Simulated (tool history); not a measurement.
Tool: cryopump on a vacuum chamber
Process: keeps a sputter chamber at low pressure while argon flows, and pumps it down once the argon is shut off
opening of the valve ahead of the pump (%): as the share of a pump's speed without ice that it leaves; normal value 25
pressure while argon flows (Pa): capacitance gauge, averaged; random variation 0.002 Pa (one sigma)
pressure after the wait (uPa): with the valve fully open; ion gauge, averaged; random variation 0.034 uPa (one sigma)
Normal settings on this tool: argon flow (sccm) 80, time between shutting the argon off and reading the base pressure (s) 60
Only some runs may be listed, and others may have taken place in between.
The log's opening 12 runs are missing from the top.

| run | day | argon flow (sccm) | time between shutting the argon off and reading the base pressure (s) | opening of the valve ahead of the pump (%) | hours of work since the pump was warmed up and emptied | hours of work since the cold head was overhauled | hours of work since the chamber's fittings were tightened | pressure while argon flows (Pa) | pressure after the wait (uPa) |
|---|---|---|---|---|---|---|---|---|---|
| 13 | 8.646 | 80 | 60 | 25 | 399 | 399 | 1606 | 0.5031 | 4.02 |
| 14 | 9.346 | 80 | 60 | 25 | 409 | 409 | 1616 | 0.5005 | 4.01 |
| 15 | 10.088 | 42 | 60 | 25 | 420 | 420 | 1627 | 0.2664 | 4.05 |
| 16 | 10.946 | 80 | 60 | 25 | 432 | 432 | 1639 | 0.5069 | 4.07 |
| 17 | 11.792 | 80 | 60 | 25 | 444 | 444 | 1651 | 0.5025 | 4.07 |
| 18 | 12.321 | 80 | 60 | 25 | 452 | 452 | 1659 | 0.5014 | 3.9 |
| 19 | 13.25 | 151 | 60 | 32 | 465 | 465 | 1672 | 0.7447 | 4.15 |
| 20 | 14.167 | 80 | 292 | 25 | 478 | 478 | 1685 | 0.5049 | 2.91 |
| 21 | 14.721 | 80 | 52 | 25 | 486 | 486 | 1693 | 0.5072 | 4.34 |
| 22 | 15.267 | 80 | 52 | 25 | 494 | 494 | 1701 | 0.5036 | 4.41 |
| 23 | 15.975 | 39 | 204 | 31 | 504 | 504 | 1711 | 0.2001 | 3.1 |
| 24 | 16.712 | 47 | 60 | 33 | 515 | 515 | 1722 | 0.2261 | 4.22 |
| 25 | 17.542 | 80 | 31 | 42 | 527 | 527 | 1734 | 0.3069 | 5.59 |
| 26 | 18.288 | 74 | 54 | 15 | 537 | 537 | 1744 | 0.7745 | 4.43 |
| 27 | 19.092 | 34 | 60 | 35 | 549 | 549 | 1756 | 0.1551 | 4.27 |
| 28 | 19.696 | 34 | 60 | 35 | 557 | 557 | 1764 | 0.1542 | 4.29 |
| 29 | 20.55 | 120 | 60 | 22 | 570 | 570 | 1777 | 0.8636 | 4.34 |
| 30 | 20.996 | 120 | 60 | 22 | 576 | 576 | 1783 | 0.8708 | 4.16 |
| 31 | 21.704 | 101 | 60 | 51 | 586 | 586 | 1793 | 0.3232 | 4.36 |
| 32 | 22.262 | 101 | 60 | 51 | 594 | 594 | 1801 | 0.3225 | 4.32 |
| 33 | 22.967 | 37 | 161 | 24 | 604 | 604 | 1811 | 0.2449 | 3.34 |
| 34 | 23.542 | 116 | 60 | 22 | 612 | 612 | 1819 | 0.8381 | 4.32 |

3 options for the next run, each taken on its own from the tool as it stands now. Forecast them:
| A | 24.267 | 122 | 60 | 25 | 623 | 623 | 1830 | ? | ? |
| B | 24.267 | 121 | 78 | 24 | 623 | 623 | 1830 | ? | ? |
| C | 24.267 | 81 | 60 | 53 | 623 | 623 | 1830 | ? | ? |

| run | pressure while argon flows (Pa) | pressure after the wait (uPa) |
|---|---|---|
| A | 0.7755 | 4.23 |
| B | 0.8012 | 4.02 |
| C | 0.2513 | 4.47 |
With the hidden condition removed and each run's random variation left untouched, the same runs would have given:
| run | pressure while argon flows (Pa) | pressure after the wait (uPa) |
|---|---|---|
| A | 0.7523 | 1.76 |
| B | 0.7782 | 1.46 |
| C | 0.2359 | 1.85 |

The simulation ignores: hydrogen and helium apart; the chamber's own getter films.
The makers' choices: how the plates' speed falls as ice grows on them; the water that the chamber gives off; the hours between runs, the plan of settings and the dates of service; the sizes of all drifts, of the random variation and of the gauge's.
